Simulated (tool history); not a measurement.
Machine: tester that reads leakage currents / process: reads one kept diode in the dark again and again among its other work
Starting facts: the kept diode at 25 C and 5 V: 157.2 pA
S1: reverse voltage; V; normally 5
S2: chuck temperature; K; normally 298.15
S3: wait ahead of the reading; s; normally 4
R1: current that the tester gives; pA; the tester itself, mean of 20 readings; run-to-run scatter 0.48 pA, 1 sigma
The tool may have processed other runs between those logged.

| run | hour | S1 | S2 | S3 | R1 |
|---|---|---|---|---|---|
| 1 | 0 | 5 | 298.15 | 4 | 163.44 |
| 2 | 44 | 5 | 298.15 | 1.28 | 163.08 |
| 3 | 80.5 | 5 | 298.15 | 0.74 | 165.07 |
| 4 | 108.3 | 5 | 295.15 | 4 | 126.6 |
| 5 | 163.7 | 5 | 298.15 | 2.2 | 163.84 |
| 6 | 186.9 | 4.26 | 298.15 | 4 | 150.36 |
| 7 | 232.1 | 5 | 298.15 | 4 | 163.98 |
| 8 | 276.4 | 5 | 298.15 | 4 | 164.04 |
| 9 | 302.1 | 5 | 298.15 | 4 | 163.91 |
| 10 | 353.1 | 5 | 298.15 | 4 | 164.87 |
| 11 | 403.8 | 5 | 298.15 | 4 | 165.41 |
| 12 | 442.1 | 5 | 298.15 | 4 | 165.19 |
| 13 | 497.6 | 5 | 298.15 | 1.71 | 167.04 |
|  | 520.1 | probe card cleaned and baked |
| 14 | 550.2 | 5 | 298.15 | 4 | 163 |
| 15 | 578.8 | 5 | 298.15 | 4 | 163.8 |
| 16 | 614.4 | 5 | 298.15 | 4 | 163.33 |
| 17 | 671.6 | 5 | 315.15 | 4 | 641.71 |
| 18 | 696.7 | 5 | 302.15 | 4 | 228.42 |
| 19 | 737.5 | 5 | 302.15 | 4 | 228.44 |
| 20 | 781.2 | 5 | 298.15 | 4 | 163.61 |
| 21 | 821.5 | 2.03 | 321.15 | 0.52 | 635.44 |
| 22 | 856 | 3.96 | 295.15 | 0.36 | 116.32 |
| 23 | 907.9 | 3.96 | 295.15 | 4.23 | 112.96 |
| 24 | 937.9 | 2.04 | 302.15 | 4.23 | 145.71 |
| 25 | 967 | 5 | 316.15 | 0.85 | 698.21 |
| 26 | 1021.2 | 8.53 | 312.15 | 6.43 | 675.81 |
| 27 | 1077.9 | 2.73 | 296.15 | 8.59 | 102.63 |
| 28 | 1116.8 | 5.66 | 315.15 | 4 | 687.72 |
| 29 | 1168.7 | 1.7 | 311.15 | 3.14 | 275.71 |
| 30 | 1206.1 | 12.69 | 301.15 | 1.27 | 344.32 |
| 31 | 1236 | 4.82 | 301.15 | 1.35 | 210.48 |
| 32 | 1292.4 | 5 | 298.15 | 8.73 | 166.39 |
| 33 | 1343 | 14.9 | 315.15 | 6.09 | 1130.72 |
| 34 | 1374.1 | 2.16 | 308.15 | 1.04 | 247.69 |
| 35 | 1412.1 | 1.48 | 329.15 | 0.34 | 971 |
| 36 | 1447.9 | 2.01 | 325.15 | 4 | 858.56 |
| 37 | 1492.4 | 5 | 294.15 | 4 | 118.82 |
| 38 | 1527.2 | 1.92 | 293.15 | 6.13 | 66.97 |
| 39 | 1568.7 | 18.78 | 293.15 | 6.13 | 214.4 |

What if the next run were any one of these 5? Each begins from the tool's condition after run 39:
| A | 1625 | 5 | 322.15 | 0.71 | ? |
| B | 1625 | 5 | 298.15 | 3.91 | ? |
| C | 1625 | 2.56 | 318.15 | 4 | ? |
| D | 1625 | 1.31 | 314.15 | 4 | ? |
| E | 1625 | 3.83 | 298.15 | 0.65 | ? |

| run | R1 |
|---|---|
| A | 1105.05 |
| B | 168.01 |
| C | 583.62 |
| D | 308.33 |
| E | 148.47 |
Stripped of hidden state, with their random variation kept, the same runs would have yielded:
| run | R1 |
|---|---|
| A | 1048.83 |
| B | 157.55 |
| C | 553.07 |
| D | 291.76 |
| E | 139.38 |

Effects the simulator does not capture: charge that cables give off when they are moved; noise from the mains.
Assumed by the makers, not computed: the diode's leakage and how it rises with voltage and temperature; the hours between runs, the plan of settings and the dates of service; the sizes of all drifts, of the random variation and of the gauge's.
